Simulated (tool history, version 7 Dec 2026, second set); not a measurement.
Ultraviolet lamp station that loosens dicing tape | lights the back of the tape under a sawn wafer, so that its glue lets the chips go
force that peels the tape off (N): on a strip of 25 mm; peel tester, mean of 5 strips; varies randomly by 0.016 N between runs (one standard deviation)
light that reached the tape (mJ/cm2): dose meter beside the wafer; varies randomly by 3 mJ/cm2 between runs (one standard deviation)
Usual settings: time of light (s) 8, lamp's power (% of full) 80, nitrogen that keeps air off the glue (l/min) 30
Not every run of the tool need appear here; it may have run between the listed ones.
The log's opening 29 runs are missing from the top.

| run | hour | time of light (s) | lamp's power (% of full) | nitrogen that keeps air off the glue (l/min) | force that peels the tape off (N) | light that reached the tape (mJ/cm2) |
|---|---|---|---|---|---|---|
| 30 | 234.7 | 13 | 72 | 47 | 0.318 | 624 |
| 31 | 240.7 | 10 | 80 | 10 | 1.215 | 527 |
| 32 | 249.8 | 10 | 80 | 10 | 1.229 | 527 |
| 33 | 255.9 | 9 | 84 | 28 | 0.629 | 500 |
| 34 | 264.8 | 5 | 80 | 17 | 2.684 | 264 |
| 35 | 271.1 | 8 | 80 | 20 | 1.100 | 418 |
| 36 | 278.5 | 8 | 80 | 20 | 1.113 | 420 |
| 37 | 283.0 | 6 | 80 | 53 | 1.033 | 311 |
| 38 | 287.6 | 6 | 68 | 55 | 1.359 | 265 |
| 39 | 292.0 | 10 | 80 | 30 | 0.508 | 522 |
| 40 | 302.4 | 9 | 73 | 26 | 0.891 | 428 |
| 41 | 310.6 | 9 | 73 | 26 | 0.891 | 424 |
| 42 | 316.6 | 16 | 72 | 19 | 0.385 | 755 |
| 43 | 321.2 | 12 | 97 | 34 | 0.284 | 762 |
| 44 | 327.7 | 15 | 97 | 42 | 0.270 | 941 |

Forecast each of these 3 alternatives for the next run:
| A | 334.6 | 6 | 80 | 16 | ? | ? |
| B | 334.6 | 11 | 77 | 30 | ? | ? |
| C | 334.6 | 8 | 85 | 30 | ? | ? |

| run | force that peels the tape off (N) | light that reached the tape (mJ/cm2) |
|---|---|---|
| A | 2.273 | 307 |
| B | 0.479 | 555 |
| C | 0.751 | 441 |
Take away the tool's hidden state, keep each run's random variation, and the runs would have read:
| run | force that peels the tape off (N) | light that reached the tape (mJ/cm2) |
|---|---|---|
| A | 2.061 | 327 |
| B | 0.428 | 591 |
| C | 0.661 | 469 |
